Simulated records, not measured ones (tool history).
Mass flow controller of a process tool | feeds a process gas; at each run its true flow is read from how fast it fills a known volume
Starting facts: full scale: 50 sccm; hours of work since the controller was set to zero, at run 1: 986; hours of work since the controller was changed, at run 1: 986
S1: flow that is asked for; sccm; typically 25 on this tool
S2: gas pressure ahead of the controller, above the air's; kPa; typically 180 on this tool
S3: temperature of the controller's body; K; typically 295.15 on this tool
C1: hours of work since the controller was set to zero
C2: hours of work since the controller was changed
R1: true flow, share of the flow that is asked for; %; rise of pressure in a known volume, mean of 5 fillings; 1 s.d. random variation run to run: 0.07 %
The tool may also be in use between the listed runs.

run,day,S1,S2,S3,C1,C2,R1
1,0,25,180,295.15,986,986,98.83
2,3.296,25,180,295.15,1030,1030,98.82
3,6.292,25,180,295.15,1071,1071,98.85
4,8.45,25,180,295.15,1100,1100,98.88
5,9.983,25,180,295.15,1120,1120,98.65
6,12.062,25,180,295.15,1148,1148,98.74
7,13.583,16,180,295.15,1169,1169,98.25
8,15.842,16,180,295.15,1199,1199,98.13
9,19.221,16,180,300.15,1244,1244,97.82
10,21.158,16,180,300.15,1270,1270,97.85
11,23.338,5,185,300.15,1300,1300,96.32
12,26.171,25,142,300.15,1338,1338,98.08
13,28.283,25,191,304.15,1366,1366,98.19
14,31.654,25,191,304.15,1412,1412,98.09
15,34.754,25,191,304.15,1453,1453,98.16
16,37.879,6,209,297.15,1495,1495,96.82
17,40.196,6,258,297.15,1526,1526,96.96
18,41.771,48,189,302.15,1548,1548,99.41
19,43.533,8,149,306.15,1571,1571,96.35
20,46.029,8,149,306.15,1605,1605,96.2

Measured minus without-hidden-state, run by run (identical run-to-run variation in each term; gauge scatter may differ):
The hidden state here: flow at rest that the sensor doesn't see, % of full scale; true flow over the shown one, %; drift of the gauge itself on true_pct, %.
run,R1
1,-0.19
2,-0.2
3,-0.2
4,-0.21
5,-0.21
6,-0.23
7,-0.37
8,-0.39
9,-0.4
10,-0.41
11,-1.41
12,-0.27
13,-0.28
14,-0.28
15,-0.29
16,-1.31
17,-1.34
18,-0.16
19,-1.02
20,-1.04

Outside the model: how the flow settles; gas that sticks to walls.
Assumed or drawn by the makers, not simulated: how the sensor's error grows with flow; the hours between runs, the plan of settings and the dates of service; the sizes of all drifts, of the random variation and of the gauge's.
